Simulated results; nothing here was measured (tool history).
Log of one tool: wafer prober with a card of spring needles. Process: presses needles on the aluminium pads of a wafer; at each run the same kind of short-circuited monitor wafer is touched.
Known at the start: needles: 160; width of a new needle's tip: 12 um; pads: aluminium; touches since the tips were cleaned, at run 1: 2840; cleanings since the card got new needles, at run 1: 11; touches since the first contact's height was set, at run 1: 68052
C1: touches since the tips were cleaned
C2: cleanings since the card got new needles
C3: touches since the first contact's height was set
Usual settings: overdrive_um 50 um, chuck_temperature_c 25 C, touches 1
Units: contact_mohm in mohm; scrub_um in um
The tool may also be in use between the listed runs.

run 1 day=0.000 | overdrive_um=50 chuck_temperature_c=25 touches=1 | C1=2840 C2=11 C3=68052 | contact_mohm=270 scrub_um=7.26
-- day=0.417 tips cleaned on abrasive film
run 2 day=0.517 | overdrive_um=50 chuck_temperature_c=25 touches=1 | C1=586 C2=12 C3=71060 | contact_mohm=379 scrub_um=7.18
run 3 day=0.775 | overdrive_um=50 chuck_temperature_c=25 touches=1 | C1=2103 C2=12 C3=72577 | contact_mohm=360 scrub_um=7.17
-- day=1.146 tips cleaned on abrasive film, once more
run 4 day=1.288 | overdrive_um=50 chuck_temperature_c=25 touches=1 | C1=826 C2=13 C3=75566 | contact_mohm=193 scrub_um=7.26
run 5 day=1.779 | overdrive_um=50 chuck_temperature_c=25 touches=1 | C1=3715 C2=13 C3=78455 | contact_mohm=285 scrub_um=7.23
-- day=2.050 tips cleaned on abrasive film
run 6 day=2.179 | overdrive_um=50 chuck_temperature_c=25 touches=1 | C1=758 C2=14 C3=80795 | contact_mohm=194 scrub_um=7.28
run 7 day=2.650 | overdrive_um=50 chuck_temperature_c=25 touches=1 | C1=3524 C2=14 C3=83561 | contact_mohm=283 scrub_um=7.22
-- day=2.988 tips cleaned on abrasive film
run 8 day=3.162 | overdrive_um=65 chuck_temperature_c=25 touches=1 | C1=1041 C2=15 C3=86557 | contact_mohm=176 scrub_um=9.41
run 9 day=3.679 | overdrive_um=65 chuck_temperature_c=25 touches=1 | C1=4079 C2=15 C3=89595 | contact_mohm=232 scrub_um=9.44
-- day=3.896 tips cleaned on abrasive film
run 10 day=4.079 | overdrive_um=65 chuck_temperature_c=25 touches=1 | C1=1063 C2=16 C3=91909 | contact_mohm=174 scrub_um=9.42
run 11 day=4.325 | overdrive_um=65 chuck_temperature_c=25 touches=1 | C1=2516 C2=16 C3=93362 | contact_mohm=212 scrub_um=9.39
run 12 day=4.625 | overdrive_um=65 chuck_temperature_c=25 touches=1 | C1=4285 C2=16 C3=95131 | contact_mohm=233 scrub_um=9.40
-- day=4.817 tips cleaned on abrasive film
run 13 day=5.012 | overdrive_um=65 chuck_temperature_c=25 touches=1 | C1=1138 C2=17 C3=97371 | contact_mohm=179 scrub_um=9.38
run 14 day=5.242 | overdrive_um=65 chuck_temperature_c=25 touches=1 | C1=2487 C2=17 C3=98720 | contact_mohm=209 scrub_um=9.39
run 15 day=5.562 | overdrive_um=50 chuck_temperature_c=112 touches=1 | C1=4376 C2=17 C3=100609 | contact_mohm=284 scrub_um=7.22
-- day=5.725 tips cleaned on abrasive film
run 16 day=5.812 | overdrive_um=50 chuck_temperature_c=112 touches=1 | C1=526 C2=18 C3=102065 | contact_mohm=187 scrub_um=7.14
run 17 day=6.221 | overdrive_um=50 chuck_temperature_c=25 touches=2 | C1=2928 C2=18 C3=104467 | contact_mohm=214 scrub_um=7.22
run 18 day=6.504 | overdrive_um=44 chuck_temperature_c=28 touches=2 | C1=4590 C2=18 C3=106129 | contact_mohm=262 scrub_um=6.32
-- day=6.638 tips cleaned on abrasive film
run 19 day=6.912 | overdrive_um=62 chuck_temperature_c=28 touches=2 | C1=1607 C2=19 C3=108506 | contact_mohm=167 scrub_um=8.97
run 20 day=7.271 | overdrive_um=67 chuck_temperature_c=112 touches=1 | C1=3704 C2=19 C3=110603 | contact_mohm=227 scrub_um=9.66
-- day=7.542 tips cleaned on abrasive film
run 21 day=7.592 | overdrive_um=50 chuck_temperature_c=124 touches=3 | C1=308 C2=20 C3=112484 | contact_mohm=157 scrub_um=7.22
run 22 day=7.912 | overdrive_um=50 chuck_temperature_c=124 touches=3 | C1=2191 C2=20 C3=114367 | contact_mohm=184 scrub_um=7.24
run 23 day=8.221 | overdrive_um=37 chuck_temperature_c=25 touches=1 | C1=4003 C2=20 C3=116179 | contact_mohm=394 scrub_um=5.27
-- day=8.446 tips cleaned on abrasive film
run 24 day=8.717 | overdrive_um=37 chuck_temperature_c=25 touches=1 | C1=1577 C2=21 C3=119056 | contact_mohm=284 scrub_um=5.22
run 25 day=9.042 | overdrive_um=37 chuck_temperature_c=25 touches=1 | C1=3491 C2=21 C3=120970 | contact_mohm=377 scrub_um=5.28
run 26 day=9.250 | overdrive_um=37 chuck_temperature_c=25 touches=1 | C1=4735 C2=21 C3=122214 | contact_mohm=414 scrub_um=5.24
-- day=9.338 tips cleaned on abrasive film
run 27 day=9.642 | overdrive_um=37 chuck_temperature_c=43 touches=2 | C1=1791 C2=22 C3=124473 | contact_mohm=234 scrub_um=5.22
run 28 day=10.112 | overdrive_um=50 chuck_temperature_c=79 touches=1 | C1=4570 C2=22 C3=127252 | contact_mohm=292 scrub_um=7.16
-- day=10.225 tips cleaned on abrasive film
run 29 day=10.475 | overdrive_um=50 chuck_temperature_c=79 touches=1 | C1=1478 C2=23 C3=129368 | contact_mohm=226 scrub_um=7.12
run 30 day=10.846 | overdrive_um=50 chuck_temperature_c=79 touches=1 | C1=3655 C2=23 C3=131545 | contact_mohm=285 scrub_um=7.15
-- day=11.121 tips cleaned on abrasive film
run 31 day=11.288 | overdrive_um=50 chuck_temperature_c=79 touches=1 | C1=982 C2=24 C3=134120 | contact_mohm=209 scrub_um=7.14
run 32 day=11.733 | overdrive_um=45 chuck_temperature_c=56 touches=1 | C1=3585 C2=24 C3=136723 | contact_mohm=315 scrub_um=6.43
-- day=12.025 tips cleaned on abrasive film
run 33 day=12.233 | overdrive_um=45 chuck_temperature_c=56 touches=1 | C1=1234 C2=25 C3=139654 | contact_mohm=239 scrub_um=6.34

Hidden state at the last listed run before each entry between runs and at the first one after, where it differs:
Between runs 1 and 2: tips cleaned on abrasive film (day 0.417)
  debris on the tips, nm: 129.3 -> 237.7; way that the needles fall short of the set height, um: 0.49 -> 0.83; tips' diameter, um: 12.17 -> 12.28
  measured less the result without the state, contact_mohm: +134 -> +247 mohm; scrub_um: -0.07 -> -0.12 um
Between runs 3 and 4: tips cleaned on abrasive film, once more (day 1.146)
  debris on the tips, nm: 218.4 -> 59.5; way that the needles fall short of the set height, um: 0.83 -> 0.86; tips' diameter, um: 12.28 -> 12.29
  measured less the result without the state, contact_mohm: +227 -> +61 mohm; scrub_um: -0.12 -> -0.13 um
Between runs 5 and 6: tips cleaned on abrasive film (day 2.050)
  debris on the tips, nm: 146.5 -> 60.8; way that the needles fall short of the set height, um: 0.86 -> 0.91; tips' diameter, um: 12.29 -> 12.31
  measured less the result without the state, contact_mohm: +152 -> +64 mohm; scrub_um: -0.13 -> -0.14 um
Between runs 7 and 8: tips cleaned on abrasive film (day 2.988)
  debris on the tips, nm: 142.4 -> 67.7; way that the needles fall short of the set height, um: 0.91 -> 0.96; tips' diameter, um: 12.31 -> 12.32
  measured less the result without the state, contact_mohm: +150 -> +47 mohm; scrub_um: -0.13 -> -0.14 um
Between runs 9 and 10: tips cleaned on abrasive film (day 3.896)
  debris on the tips, nm: 150.4 -> 68.8; way that the needles fall short of the set height, um: 0.96 -> 0.99; tips' diameter, um: 12.32 -> 12.34
  measured less the result without the state, contact_mohm: +103 -> +47 mohm; scrub_um: -0.14 -> -0.15 um
Between runs 12 and 13: tips cleaned on abrasive film (day 4.817)
  debris on the tips, nm: 153.4 -> 70.1; way that the needles fall short of the set height, um: 0.99 -> 1.05; tips' diameter, um: 12.34 -> 12.36
  measured less the result without the state, contact_mohm: +104 -> +49 mohm; scrub_um: -0.15 -> -0.16 um
Between runs 15 and 16: tips cleaned on abrasive film (day 5.725)
  debris on the tips, nm: 151.3 -> 47.7; way that the needles fall short of the set height, um: 1.05 -> 1.1; tips' diameter, um: 12.36 -> 12.37
  measured less the result without the state, contact_mohm: +138 -> +44 mohm; scrub_um: -0.15 -> -0.16 um
Between runs 18 and 19: tips cleaned on abrasive film (day 6.638)
  debris on the tips, nm: 159.5 -> 93.8; way that the needles fall short of the set height, um: 1.1 -> 1.15; tips' diameter, um: 12.37 -> 12.39
  measured less the result without the state, contact_mohm: +126 -> +41 mohm; scrub_um: -0.16 -> -0.17 um
Between runs 20 and 21: tips cleaned on abrasive film (day 7.542)
  debris on the tips, nm: 146.4 -> 26.3; way that the needles fall short of the set height, um: 1.15 -> 1.2; tips' diameter, um: 12.39 -> 12.41
  measured less the result without the state, contact_mohm: +84 -> +9 mohm; scrub_um: -0.17 -> -0.18 um
Between runs 23 and 24: tips cleaned on abrasive film (day 8.446)
  debris on the tips, nm: 147.3 -> 82.2; way that the needles fall short of the set height, um: 1.2 -> 1.23; tips' diameter, um: 12.41 -> 12.42
  measured less the result without the state, contact_mohm: +260 -> +147 mohm; scrub_um: -0.17 -> -0.18 um
Between runs 26 and 27: tips cleaned on abrasive film (day 9.338)
  debris on the tips, nm: 155.6 -> 91.1; way that the needles fall short of the set height, um: 1.23 -> 1.28; tips' diameter, um: 12.42 -> 12.44
  measured less the result without the state, contact_mohm: +279 -> +96 mohm; scrub_um: -0.18 -> -0.19 um
Between runs 28 and 29: tips cleaned on abrasive film (day 10.225)
  debris on the tips, nm: 153.7 -> 88.6; way that the needles fall short of the set height, um: 1.28 -> 1.32; tips' diameter, um: 12.44 -> 12.45
  measured less the result without the state, contact_mohm: +152 -> +87 mohm; scrub_um: -0.19 -> -0.19 um
Between runs 30 and 31: tips cleaned on abrasive film (day 11.121)
  debris on the tips, nm: 143.5 -> 70; way that the needles fall short of the set height, um: 1.32 -> 1.36; tips' diameter, um: 12.45 -> 12.46
  measured less the result without the state, contact_mohm: +143 -> +69 mohm; scrub_um: -0.19 -> -0.20 um
Between runs 32 and 33: tips cleaned on abrasive film (day 12.025)
  debris on the tips, nm: 141.6 -> 79.3; way that the needles fall short of the set height, um: 1.36 -> 1.39; tips' diameter, um: 12.46 -> 12.47
  measured less the result without the state, contact_mohm: +174 -> +99 mohm; scrub_um: -0.20 -> -0.21 um

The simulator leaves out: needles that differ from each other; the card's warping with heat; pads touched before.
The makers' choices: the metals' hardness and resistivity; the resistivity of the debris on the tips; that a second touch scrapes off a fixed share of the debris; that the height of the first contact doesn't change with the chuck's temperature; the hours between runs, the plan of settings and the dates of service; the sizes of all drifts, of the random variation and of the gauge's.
